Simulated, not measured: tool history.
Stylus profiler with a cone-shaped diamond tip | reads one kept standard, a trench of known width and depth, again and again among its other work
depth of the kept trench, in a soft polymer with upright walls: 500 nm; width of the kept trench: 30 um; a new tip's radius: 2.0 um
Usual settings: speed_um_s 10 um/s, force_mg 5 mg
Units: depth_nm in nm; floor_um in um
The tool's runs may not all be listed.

{"run": 1, "day": 0.0, "speed_um_s": 10, "force_mg": 5, "depth_nm": 505.29, "floor_um": 26.6}
{"run": 2, "day": 0.771, "speed_um_s": 10, "force_mg": 5, "depth_nm": 505.57, "floor_um": 26.55}
{"run": 3, "day": 2.471, "speed_um_s": 10, "force_mg": 5, "depth_nm": 505.65, "floor_um": 26.57}
{"run": 4, "day": 4.112, "speed_um_s": 5, "force_mg": 5, "depth_nm": 505.38, "floor_um": 26.54}
{"run": 5, "day": 4.979, "speed_um_s": 10, "force_mg": 6.05, "depth_nm": 506.18, "floor_um": 26.47}
{"run": 6, "day": 5.767, "speed_um_s": 10, "force_mg": 2.96, "depth_nm": 503.31, "floor_um": 26.46}
{"run": 7, "day": 6.5, "speed_um_s": 10, "force_mg": 2.96, "depth_nm": 503.22, "floor_um": 26.5}
{"run": 8, "day": 7.812, "speed_um_s": 10, "force_mg": 2.96, "depth_nm": 503.24, "floor_um": 26.45}
{"run": 9, "day": 9.104, "speed_um_s": 3, "force_mg": 2.96, "depth_nm": 503.02, "floor_um": 26.54}
{"run": 10, "day": 10.779, "speed_um_s": 3, "force_mg": 2.96, "depth_nm": 503.14, "floor_um": 26.5}
{"run": 11, "day": 12.062, "speed_um_s": 10, "force_mg": 5, "depth_nm": 505.1, "floor_um": 26.51}
{"run": 12, "day": 13.571, "speed_um_s": 10, "force_mg": 5, "depth_nm": 505.18, "floor_um": 26.44}
{"run": 13, "day": 14.842, "speed_um_s": 10, "force_mg": 5, "depth_nm": 505.2, "floor_um": 26.46}
{"run": 14, "day": 16.196, "speed_um_s": 10, "force_mg": 5, "depth_nm": 505.3, "floor_um": 26.42}
{"run": 15, "day": 17.346, "speed_um_s": 10, "force_mg": 5, "depth_nm": 505.14, "floor_um": 26.43}
{"run": 16, "day": 18.321, "speed_um_s": 29, "force_mg": 9.87, "depth_nm": 509, "floor_um": 26.43}
{"run": 17, "day": 19.529, "speed_um_s": 5, "force_mg": 2.39, "depth_nm": 502.09, "floor_um": 26.45}
{"run": 18, "day": 21.333, "speed_um_s": 13, "force_mg": 5.33, "depth_nm": 505.38, "floor_um": 26.34}
{"run": 19, "day": 22.825, "speed_um_s": 5, "force_mg": 5, "depth_nm": 504.88, "floor_um": 26.35}

The next listed run, before its measurement:
{"run": 20, "day": 24.033, "speed_um_s": 19, "force_mg": 4.62, "depth_nm": "?", "floor_um": "?"}

{"run 20": {"depth_nm": 504.88, "floor_um": 26.32}}
Without the tool's hidden state the same run would have given depth_nm 507.14 nm, floor_um 27.28 um.
